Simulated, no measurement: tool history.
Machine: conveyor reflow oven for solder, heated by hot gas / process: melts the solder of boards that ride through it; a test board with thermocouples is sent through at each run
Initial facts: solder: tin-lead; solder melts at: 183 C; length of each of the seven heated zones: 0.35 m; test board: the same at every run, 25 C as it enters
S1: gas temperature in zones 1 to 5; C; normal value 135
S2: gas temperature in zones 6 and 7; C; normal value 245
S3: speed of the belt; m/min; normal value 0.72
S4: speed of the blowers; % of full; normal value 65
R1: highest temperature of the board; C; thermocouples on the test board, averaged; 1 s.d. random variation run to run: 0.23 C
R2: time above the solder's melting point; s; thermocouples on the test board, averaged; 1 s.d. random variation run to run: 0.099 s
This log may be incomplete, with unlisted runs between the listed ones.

run	hour	S1	S2	S3	S4	R1	R2
1	0	135	245	0.72	65	221.9	45.2
2	14.5	135	251	0.72	65	226.3	47.78
3	30.1	135	251	0.72	65	226.9	47.87
4	45.1	146	245	0.72	65	223.6	49.3
# hour 57: thermocouples of zones 6 and 7 changed
5	57.5	146	245	0.72	65	224.9	50.05
6	74.2	146	245	0.72	65	224.6	49.87
7	88.4	135	245	0.783	65	218.8	39.85
8	101.4	135	245	0.72	65	222.1	45.76
9	113.4	135	245	0.72	65	222.4	45.5
10	122	135	245	0.673	65	224.8	50.55
11	132.7	135	245	0.72	65	222.3	45.49
12	141.6	135	245	0.72	65	222.1	45.48
13	148.9	135	245	0.617	65	227.4	57.16
14	163.5	135	245	0.72	65	222.1	45.58
15	173.6	135	245	0.72	57	220	43.96
16	181.4	135	245	0.72	57	220.2	43.97
# hour 200.4: flux residue cleaned out of gas plates and filters
17	200.7	135	245	0.72	57	218.7	43.21
18	215.9	123	251	0.72	57	220.7	41.71
19	232.1	135	245	0.735	82	223.2	45.37
20	245.5	135	245	0.735	82	223.6	45.32
21	253.3	120	245	0.735	76	218.7	39.27
# hour 268.7: flux residue cleaned out of gas plates and filters, once more
22	269.6	120	245	0.728	68	221.1	41.2
23	284.5	145	242	0.761	80	224.3	46.85
24	295.8	148	254	0.731	77	236.1	54.69
25	312.5	139	253	0.658	67	235.5	58.11
26	326.2	139	251	0.818	86	228.5	44.04
27	337.7	129	246	0.762	86	225.5	43.6
28	350.6	129	246	0.762	86	225.5	43.6
29	361	129	246	0.762	86	225.5	43.41
30	368.3	128	258	0.72	65	233.3	49.36

Below are 3 alternative next runs, each starting from the tool's condition after run 30. Predict each:
A	383	137	257	0.675	65	?	?
B	383	135	245	0.72	56	?	?
C	383	128	255	0.661	65	?	?

run	R1	R2
A	236.4	56.7
B	220.7	44.62
C	234	54.4
Without the tool's hidden state the same runs would have given:
run	R1	R2
A	237.1	56.37
B	221.2	44.5
C	234.7	54.13

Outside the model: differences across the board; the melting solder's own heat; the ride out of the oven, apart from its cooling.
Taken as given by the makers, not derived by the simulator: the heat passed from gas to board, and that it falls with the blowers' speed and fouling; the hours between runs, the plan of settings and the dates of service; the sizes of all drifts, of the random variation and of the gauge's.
